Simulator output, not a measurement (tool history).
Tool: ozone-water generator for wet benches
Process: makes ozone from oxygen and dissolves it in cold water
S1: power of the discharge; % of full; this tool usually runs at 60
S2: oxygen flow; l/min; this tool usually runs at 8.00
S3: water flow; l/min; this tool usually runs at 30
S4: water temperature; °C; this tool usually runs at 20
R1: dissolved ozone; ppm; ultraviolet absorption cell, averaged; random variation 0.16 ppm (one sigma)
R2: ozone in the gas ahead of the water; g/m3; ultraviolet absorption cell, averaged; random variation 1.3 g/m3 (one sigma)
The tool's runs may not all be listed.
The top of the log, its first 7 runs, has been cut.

run    hour  S1     S2  S3  S4    R1     R2
  8   310.7  60   8.00  28  20  21.2  230.3
  9   354.1  60   8.00  28  20  21.0  229.0
 10   408.7  60   8.00  28  20  20.9  227.7
 11   471.2  60   8.00  28  20  20.9  230.1
 12   531.2  60  12.92  30  20  20.6  192.7
 13   569.7  60  12.92  30  20  20.9  193.6
 14   603.0  60  12.92  30  20  20.7  192.0
 15   644.1  60   8.00  30  20  19.6  228.7
 16   680.6  60   8.00  30  20  19.3  226.5
 17   709.3  60   8.00  30  20  19.3  225.4
 18   746.6  52   7.40  30  20  17.4  210.0
 19   787.3  60   8.00  32  20  18.5  225.3
 20   826.3  42  11.69  35  20  14.2  157.2
 21   868.1  87   8.00  30  20  24.2  282.6
 22   938.7  87   8.00  30  20  24.3  283.7
 23   992.3  59   8.48  19  19  28.6  220.4
 24  1022.2  59   8.48  19  19  28.5  216.9
 25  1061.4  60   8.00  30  25  17.6  225.6
 26  1109.9  89   8.00  21  20  33.0  285.1
 27  1170.3  95   8.94  21  20  34.4  285.1
 28  1212.5  83  10.38  48  16  16.1  249.6
 29  1267.1  60   5.53  26  15  21.2  253.3
 30  1316.4  60   4.94  26  15  20.5  263.0
 31  1382.9  60   8.00  24  12  26.2  220.6
 32  1411.3  78   9.72  23  13  32.1  242.4

Predict each of these 3 candidate next runs independently; none follows another, all start after run 32:
  A  1451.7  83  9.72  34  13   ?   ?
  B  1451.7  78  9.72  21  13   ?   ?
  C  1451.7  78  4.70  39  26   ?   ?

run    R1     R2
  A  23.4  253.9
  B  34.7  241.8
  C  13.7  310.6
Had the tool no hidden state, the same runs would have come out as:
run    R1     R2
  A  27.8  293.2
  B  40.9  277.8
  C  16.1  356.8
